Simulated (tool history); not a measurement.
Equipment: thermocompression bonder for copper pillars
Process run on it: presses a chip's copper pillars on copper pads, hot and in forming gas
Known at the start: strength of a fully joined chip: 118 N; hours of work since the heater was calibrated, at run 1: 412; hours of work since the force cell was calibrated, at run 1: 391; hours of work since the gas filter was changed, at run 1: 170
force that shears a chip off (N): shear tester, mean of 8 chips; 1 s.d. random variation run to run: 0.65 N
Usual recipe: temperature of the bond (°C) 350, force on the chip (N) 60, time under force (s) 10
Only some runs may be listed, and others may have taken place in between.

run,hour,temperature of the bond (°C),force on the chip (N),time under force (s),hours of work since the heater was calibrated,hours of work since the force cell was calibrated,hours of work since the gas filter was changed,force that shears a chip off (N)
1,0,350,60,10,412,391,170,75.3
2,15.2,350,60,10,423,402,180,75.2
3,22.4,338,60,10,428,407,185,68.1
4,38.6,338,60,10,439,418,196,68.3
5,50.4,350,60,10,447,426,205,74.4
6,61.5,346,60,10,455,434,212,71.7
7,73.3,361,60,10,463,442,220,78.3
8,89.2,361,60,10,474,453,231,77.9
9,96.3,350,60,24,479,458,236,89.9
10,107,350,60,24,486,465,244,89.6
11,115,350,60,10,492,471,249,72
12,122,350,60,10,497,476,254,73
13,134.4,350,60,10,505,484,263,72.4
14,141.6,368,60,7,510,489,268,74
# hour 144.4: heater calibrated with a thermocouple chip
15,155.3,343,80,10,8,497,276,85.1
16,171.7,356,46,11,19,509,287,60.4
17,187.9,375,62,13,30,520,298,88.7
# hour 203.7: heater calibrated with a thermocouple chip, once more
18,205.9,343,60,5,2,531,309,56.4
19,222.3,343,60,5,13,542,321,56.4
20,236.8,341,76,10,23,552,331,80.9
21,247.7,341,39,10,30,560,338,44
22,261.8,341,63,23,40,569,348,85.2
23,270.9,364,60,10,46,576,354,77.7
24,285.5,364,60,10,57,586,364,77.2
25,297.6,326,58,6,65,594,373,47.7
26,304.8,326,58,6,70,599,378,47.4

Forecast each of these 5 alternatives for the next run:
A,313.1,325,83,14,76,605,383,?
B,313.1,348,53,6,76,605,383,?
C,313.1,350,40,6,76,605,383,?
D,313.1,360,58,6,76,605,383,?
E,313.1,361,60,17,76,605,383,?

run,force that shears a chip off (N)
A,83.1
B,53.8
C,40.8
D,63.6
E,85.8
Stripped of hidden state, with their random variation kept, the same runs would have yielded:
run,force that shears a chip off (N)
A,94.8
B,62.5
C,47.6
D,73.4
E,97.7
